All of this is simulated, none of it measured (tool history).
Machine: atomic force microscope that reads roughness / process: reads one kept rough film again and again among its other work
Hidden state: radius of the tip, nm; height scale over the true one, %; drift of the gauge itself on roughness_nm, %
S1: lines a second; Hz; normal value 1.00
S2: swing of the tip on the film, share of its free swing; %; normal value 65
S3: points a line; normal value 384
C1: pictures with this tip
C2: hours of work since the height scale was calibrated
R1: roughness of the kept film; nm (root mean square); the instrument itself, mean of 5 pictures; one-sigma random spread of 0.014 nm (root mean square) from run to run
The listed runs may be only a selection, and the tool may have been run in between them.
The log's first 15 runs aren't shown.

run	hour	S1	S2	S3	C1	C2	R1
16	826.4	1.00	65	262	202	1426	2.823
17	897.2	1.00	65	262	299	1459	2.730
# hour 936.6: new tip fitted
18	947.1	1.00	65	262	14	1482	3.078
19	1001.1	1.00	65	262	88	1506	2.978
20	1058.9	1.00	65	262	167	1533	2.843
21	1125.3	1.99	65	352	258	1564	2.733
22	1174.0	1.99	87	352	324	1586	2.459
# hour 1196.9: new tip fitted
23	1210.9	0.61	69	384	19	1603	3.126
24	1289.1	0.79	69	384	126	1639	2.968
25	1349.6	1.00	76	384	208	1666	2.792
26	1383.1	1.00	67	381	254	1682	2.784
# hour 1455.8: new tip fitted
27	1457.9	1.00	67	381	3	1716	3.107
28	1510.5	1.00	76	384	75	1740	2.987
29	1573.1	1.00	76	847	161	1769	2.869
30	1649.4	1.00	76	847	265	1804	2.737
# hour 1683.1: height scale calibrated on a step standard
31	1711.2	1.00	64	847	348	13	2.768
# hour 1717.1: new tip fitted
32	1784.9	0.95	58	922	93	47	3.117
33	1851.8	0.66	58	290	184	77	2.940
34	1917.7	1.59	84	345	274	108	2.658
# hour 1976.2: new tip fitted
35	1978.1	1.59	84	345	3	135	3.019
36	2032.7	1.59	84	345	77	160	2.915
37	2091.8	1.00	66	369	158	187	3.013
38	2163.2	1.00	66	369	256	220	2.837
39	2214.0	0.90	55	384	325	244	2.817
# hour 2235.7: new tip fitted
40	2275.4	1.35	86	320	54	272	2.952

Below are 5 alternative next runs, each starting from the tool's condition after run 40. Predict each:
A	2330.0	3.11	87	829	129	297	?
B	2330.0	2.26	78	739	129	297	?
C	2330.0	1.35	79	320	129	297	?
D	2330.0	3.17	56	752	129	297	?
E	2330.0	1.00	70	384	129	297	?

run	R1
A	2.646
B	2.871
C	2.922
D	3.026
E	3.008
Without the tool's hidden state the same runs would have given:
run	R1
A	2.833
B	3.074
C	3.128
D	3.240
E	3.220

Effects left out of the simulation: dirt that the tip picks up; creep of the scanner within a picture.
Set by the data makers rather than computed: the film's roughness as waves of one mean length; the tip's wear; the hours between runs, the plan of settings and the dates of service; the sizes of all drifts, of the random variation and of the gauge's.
